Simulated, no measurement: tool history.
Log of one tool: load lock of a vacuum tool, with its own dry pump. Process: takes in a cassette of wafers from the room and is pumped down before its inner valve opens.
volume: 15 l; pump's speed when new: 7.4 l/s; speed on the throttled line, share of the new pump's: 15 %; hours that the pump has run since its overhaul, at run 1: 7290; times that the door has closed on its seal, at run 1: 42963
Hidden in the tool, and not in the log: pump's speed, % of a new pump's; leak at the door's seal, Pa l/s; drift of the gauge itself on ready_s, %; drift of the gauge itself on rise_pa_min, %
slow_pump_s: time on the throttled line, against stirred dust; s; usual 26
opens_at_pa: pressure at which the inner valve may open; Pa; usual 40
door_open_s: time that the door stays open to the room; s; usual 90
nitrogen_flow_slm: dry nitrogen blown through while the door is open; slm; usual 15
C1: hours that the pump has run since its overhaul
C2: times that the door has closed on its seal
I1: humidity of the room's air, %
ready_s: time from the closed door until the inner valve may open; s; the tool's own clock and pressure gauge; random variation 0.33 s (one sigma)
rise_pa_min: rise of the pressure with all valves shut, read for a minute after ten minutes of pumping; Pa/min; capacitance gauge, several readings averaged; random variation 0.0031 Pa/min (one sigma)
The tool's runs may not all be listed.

run 1 hour=0 | slow_pump_s=26 opens_at_pa=40 door_open_s=90 nitrogen_flow_slm=15 | C1=7290 C2=42963 | I1=45.5 | ready_s=37.8 rise_pa_min=0.083
run 2 hour=315.4 | slow_pump_s=26 opens_at_pa=40 door_open_s=90 nitrogen_flow_slm=15 | C1=7606 C2=44374 | I1=43 | ready_s=37.8 rise_pa_min=0.072
run 3 hour=665.3 | slow_pump_s=26 opens_at_pa=40 door_open_s=32 nitrogen_flow_slm=15 | C1=7956 C2=45940 | I1=41.8 | ready_s=37.8 rise_pa_min=0.044
run 4 hour=1017.7 | slow_pump_s=26 opens_at_pa=40 door_open_s=32 nitrogen_flow_slm=15 | C1=8308 C2=47518 | I1=43.3 | ready_s=38.4 rise_pa_min=0.048
run 5 hour=1246.6 | slow_pump_s=26 opens_at_pa=40 door_open_s=90 nitrogen_flow_slm=15 | C1=8537 C2=48542 | I1=47.1 | ready_s=37.8 rise_pa_min=0.081
run 6 hour=1607.3 | slow_pump_s=26 opens_at_pa=40 door_open_s=90 nitrogen_flow_slm=20 | C1=8898 C2=50156 | I1=42.5 | ready_s=37.9 rise_pa_min=0.064
run 7 hour=1787.1 | slow_pump_s=26 opens_at_pa=40 door_open_s=90 nitrogen_flow_slm=15 | C1=9078 C2=50961 | I1=47.4 | ready_s=37.6 rise_pa_min=0.085
run 8 hour=2191.7 | slow_pump_s=26 opens_at_pa=40 door_open_s=86 nitrogen_flow_slm=15 | C1=9482 C2=52772 | I1=41.7 | ready_s=37.9 rise_pa_min=0.069
run 9 hour=2375.2 | slow_pump_s=26 opens_at_pa=40 door_open_s=86 nitrogen_flow_slm=15 | C1=9666 C2=53593 | I1=46.5 | ready_s=38 rise_pa_min=0.074
run 10 hour=2708.6 | slow_pump_s=26 opens_at_pa=40 door_open_s=86 nitrogen_flow_slm=15 | C1=9999 C2=55086 | I1=44.4 | ready_s=38 rise_pa_min=0.079
run 11 hour=2942.1 | slow_pump_s=26 opens_at_pa=40 door_open_s=90 nitrogen_flow_slm=15 | C1=10233 C2=56131 | I1=44.3 | ready_s=38.4 rise_pa_min=0.081
run 12 hour=3223.4 | slow_pump_s=26 opens_at_pa=51 door_open_s=90 nitrogen_flow_slm=15 | C1=10514 C2=57389 | I1=43.8 | ready_s=37.6 rise_pa_min=0.082
run 13 hour=3470 | slow_pump_s=26 opens_at_pa=40 door_open_s=84 nitrogen_flow_slm=15 | C1=10760 C2=58493 | I1=40.8 | ready_s=37.8 rise_pa_min=0.077
run 14 hour=3676.2 | slow_pump_s=27 opens_at_pa=40 door_open_s=90 nitrogen_flow_slm=15 | C1=10967 C2=59416 | I1=45.2 | ready_s=38.7 rise_pa_min=0.078
run 15 hour=3978.9 | slow_pump_s=26 opens_at_pa=40 door_open_s=32 nitrogen_flow_slm=15 | C1=11269 C2=60771 | I1=41.7 | ready_s=37.9 rise_pa_min=0.043
run 16 hour=4389.4 | slow_pump_s=26 opens_at_pa=40 door_open_s=32 nitrogen_flow_slm=15 | C1=11680 C2=62608 | I1=48.9 | ready_s=38.3 rise_pa_min=0.052
run 17 hour=4613.4 | slow_pump_s=26 opens_at_pa=40 door_open_s=185 nitrogen_flow_slm=15 | C1=11904 C2=63610 | I1=44.7 | ready_s=37.6 rise_pa_min=0.121
run 18 hour=4802.5 | slow_pump_s=26 opens_at_pa=40 door_open_s=185 nitrogen_flow_slm=15 | C1=12093 C2=64457 | I1=44.7 | ready_s=38.5 rise_pa_min=0.12
-- hour=5015.2 door's seal changed, seat wiped
run 19 hour=5068.9 | slow_pump_s=26 opens_at_pa=40 door_open_s=90 nitrogen_flow_slm=15 | C1=12358 C2=241 | I1=44.6 | ready_s=38.1 rise_pa_min=0.08
run 20 hour=5302.2 | slow_pump_s=26 opens_at_pa=40 door_open_s=90 nitrogen_flow_slm=15 | C1=12591 C2=1285 | I1=43.3 | ready_s=38 rise_pa_min=0.071
run 21 hour=5516.9 | slow_pump_s=26 opens_at_pa=41 door_open_s=90 nitrogen_flow_slm=19 | C1=12806 C2=2246 | I1=47 | ready_s=37.7 rise_pa_min=0.078
run 22 hour=5723.5 | slow_pump_s=35 opens_at_pa=71 door_open_s=90 nitrogen_flow_slm=15 | C1=13012 C2=3170 | I1=45.5 | ready_s=44.5 rise_pa_min=0.083
run 23 hour=5987.8 | slow_pump_s=35 opens_at_pa=71 door_open_s=90 nitrogen_flow_slm=15 | C1=13277 C2=4353 | I1=44 | ready_s=44.6 rise_pa_min=0.08
run 24 hour=6205 | slow_pump_s=35 opens_at_pa=36 door_open_s=93 nitrogen_flow_slm=15 | C1=13494 C2=5325 | I1=44.2 | ready_s=45.6 rise_pa_min=0.075
run 25 hour=6428.1 | slow_pump_s=24 opens_at_pa=58 door_open_s=88 nitrogen_flow_slm=15 | C1=13717 C2=6324 | I1=49.7 | ready_s=35.4 rise_pa_min=0.086
run 26 hour=6610.4 | slow_pump_s=24 opens_at_pa=77 door_open_s=88 nitrogen_flow_slm=15 | C1=13899 C2=7140 | I1=47 | ready_s=35.1 rise_pa_min=0.076
run 27 hour=6820.3 | slow_pump_s=24 opens_at_pa=77 door_open_s=87 nitrogen_flow_slm=15 | C1=14109 C2=8079 | I1=41.9 | ready_s=35.1 rise_pa_min=0.071
run 28 hour=7094.3 | slow_pump_s=24 opens_at_pa=77 door_open_s=87 nitrogen_flow_slm=15 | C1=14383 C2=9306 | I1=49.6 | ready_s=34.8 rise_pa_min=0.083
run 29 hour=7310.2 | slow_pump_s=24 opens_at_pa=77 door_open_s=87 nitrogen_flow_slm=15 | C1=14599 C2=10272 | I1=45.9 | ready_s=35.1 rise_pa_min=0.076
run 30 hour=7719.2 | slow_pump_s=27 opens_at_pa=77 door_open_s=87 nitrogen_flow_slm=15 | C1=15008 C2=12102 | I1=43.8 | ready_s=37.3 rise_pa_min=0.078
run 31 hour=8078.8 | slow_pump_s=27 opens_at_pa=77 door_open_s=87 nitrogen_flow_slm=15 | C1=15368 C2=13712 | I1=44.3 | ready_s=37.9 rise_pa_min=0.073
run 32 hour=8366.3 | slow_pump_s=27 opens_at_pa=77 door_open_s=87 nitrogen_flow_slm=15 | C1=15655 C2=14999 | I1=44.7 | ready_s=37.4 rise_pa_min=0.077
run 33 hour=8679.2 | slow_pump_s=27 opens_at_pa=31 door_open_s=87 nitrogen_flow_slm=15 | C1=15968 C2=16399 | I1=44.8 | ready_s=38.8 rise_pa_min=0.075
run 34 hour=9016.7 | slow_pump_s=17 opens_at_pa=31 door_open_s=205 nitrogen_flow_slm=15 | C1=16306 C2=17909 | I1=44.1 | ready_s=30.8 rise_pa_min=0.126
-- hour=9102.4 dry pump taken out, an overhauled one fitted
run 35 hour=9244.4 | slow_pump_s=17 opens_at_pa=31 door_open_s=205 nitrogen_flow_slm=15 | C1=142 C2=18902 | I1=44.3 | ready_s=30.7 rise_pa_min=0.125
run 36 hour=9476.5 | slow_pump_s=41 opens_at_pa=40 door_open_s=178 nitrogen_flow_slm=15 | C1=374 C2=19940 | I1=43.6 | ready_s=50.9 rise_pa_min=0.111
run 37 hour=9857.3 | slow_pump_s=41 opens_at_pa=40 door_open_s=178 nitrogen_flow_slm=15 | C1=755 C2=21645 | I1=41.6 | ready_s=50.2 rise_pa_min=0.103

Hidden state at the last listed run before each entry between runs and at the first one after, where it differs:
Between runs 18 and 19: door's seal changed, seat wiped (hour 5015.2)
  leak at the door's seal, Pa l/s: 0.0023 -> 0.002
Between runs 34 and 35: dry pump taken out, an overhauled one fitted (hour 9102.4)
  pump's speed, % of a new pump's: 99.9 -> 100

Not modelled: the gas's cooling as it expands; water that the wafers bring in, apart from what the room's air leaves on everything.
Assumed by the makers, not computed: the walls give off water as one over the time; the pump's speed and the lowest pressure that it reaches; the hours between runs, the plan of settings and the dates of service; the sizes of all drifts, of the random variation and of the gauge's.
